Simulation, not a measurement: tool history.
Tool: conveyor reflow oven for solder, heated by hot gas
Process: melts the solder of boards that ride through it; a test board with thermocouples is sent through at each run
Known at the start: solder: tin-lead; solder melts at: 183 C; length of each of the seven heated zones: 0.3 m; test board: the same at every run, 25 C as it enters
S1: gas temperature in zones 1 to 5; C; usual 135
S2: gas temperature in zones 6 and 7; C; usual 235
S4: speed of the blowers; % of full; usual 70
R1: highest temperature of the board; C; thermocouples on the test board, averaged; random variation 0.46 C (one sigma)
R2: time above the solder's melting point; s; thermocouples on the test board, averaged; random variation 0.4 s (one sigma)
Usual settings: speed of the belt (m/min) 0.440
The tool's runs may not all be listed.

Run 1, day 0.000: usual settings. Result: R1 215.1 C, R2 58.3 s.
Run 2, day 0.612: usual settings but S1 126 C. Result: R1 213.2 C, R2 52.8 s.
Run 3, day 1.258: usual settings but S1 126 C. Result: R1 212.9 C, R2 53.5 s.
Run 4, day 1.692: usual settings but S1 125 C. Result: R1 213.1 C, R2 51.9 s.
Run 5, day 2.075: usual settings but S2 239 C. Result: R1 217.7 C, R2 60.5 s.
Run 6, day 2.412: usual settings but S2 239 C. Result: R1 217.7 C, R2 60.0 s.
Run 7, day 2.808: usual settings but S4 86 % of full. Result: R1 217.5 C, R2 60.9 s.
Run 8, day 3.429: usual settings but S4 86 % of full. Result: R1 217.1 C, R2 60.7 s.
Run 9, day 3.992: usual settings but S4 86 % of full. Result: R1 217.2 C, R2 60.5 s.
At day 4.258: flux residue cleaned out of gas plates and filters.
Run 10, day 4.512: usual settings but S4 86 % of full. Result: R1 216.8 C, R2 60.0 s.
Run 11, day 4.929: usual settings but speed of the belt (m/min) 0.441. Result: R1 214.0 C, R2 56.2 s.
Run 12, day 5.229: usual settings but speed of the belt (m/min) 0.441. Result: R1 213.4 C, R2 56.9 s.
Run 13, day 5.738: usual settings but speed of the belt (m/min) 0.441. Result: R1 213.3 C, R2 55.8 s.
Run 14, day 6.250: usual settings but speed of the belt (m/min) 0.513, S4 81 % of full. Result: R1 209.1 C, R2 43.7 s.
Run 15, day 6.625: usual settings but S2 247 C, S4 75 % of full. Result: R1 225.0 C, R2 65.3 s.
Run 16, day 6.946: usual settings but S1 134 C, S2 247 C, speed of the belt (m/min) 0.403, S4 79 % of full. Result: R1 228.1 C, R2 75.6 s.
Run 17, day 7.396: usual settings but speed of the belt (m/min) 0.429. Result: R1 213.8 C, R2 57.9 s.
Run 18, day 7.833: usual settings but speed of the belt (m/min) 0.429. Result: R1 214.2 C, R2 58.8 s.
Run 19, day 8.129: usual settings but S1 145 C, S2 229 C, speed of the belt (m/min) 0.376, S4 51 % of full. Result: R1 211.5 C, R2 69.0 s.
At day 8.438: flux residue cleaned out of gas plates and filters, once more.
Run 20, day 8.692: usual settings but S1 120 C, S2 234 C, speed of the belt (m/min) 0.429, S4 67 % of full. Result: R1 211.7 C, R2 51.5 s.
Run 21, day 9.317: usual settings but S2 243 C, speed of the belt (m/min) 0.524. Result: R1 215.8 C, R2 49.1 s.
Run 22, day 9.825: usual settings but S1 139 C, S2 244 C, S4 62 % of full. Result: R1 222.5 C, R2 64.7 s.
Run 23, day 10.258: usual settings but S1 139 C, S2 244 C, speed of the belt (m/min) 0.472, S4 53 % of full. Result: R1 217.1 C, R2 56.6 s.
Run 24, day 10.842: usual settings but S2 245 C, S4 63 % of full. Result: R1 222.9 C, R2 63.5 s.

5 ways to go on from here, each from the tool as it stands after run 24. What would each give?
Run A, day 11.175: usual settings but S2 240 C, S4 63 % of full. Result: R1 ?, R2 ?.
Run B, day 11.175: usual settings but S2 241 C, S4 76 % of full. Result: R1 ?, R2 ?.
Run C, day 11.175: usual settings but S2 245 C, speed of the belt (m/min) 0.394, S4 63 % of full. Result: R1 ?, R2 ?.
Run D, day 11.175: usual settings but S1 143 C, speed of the belt (m/min) 0.512. Result: R1 ?, R2 ?.
Run E, day 11.175: usual settings but S2 245 C, speed of the belt (m/min) 0.396, S4 63 % of full. Result: R1 ?, R2 ?.

run     R1    R2
  A  217.7  60.1
  B  221.1  64.0
  C  226.6  74.8
  D  211.0  48.3
  E  226.1  74.1
Without the tool's hidden state the same runs would have given:
run     R1    R2
  A  219.5  61.3
  B  222.9  65.1
  C  228.4  75.8
  D  212.6  49.6
  E  227.9  75.1

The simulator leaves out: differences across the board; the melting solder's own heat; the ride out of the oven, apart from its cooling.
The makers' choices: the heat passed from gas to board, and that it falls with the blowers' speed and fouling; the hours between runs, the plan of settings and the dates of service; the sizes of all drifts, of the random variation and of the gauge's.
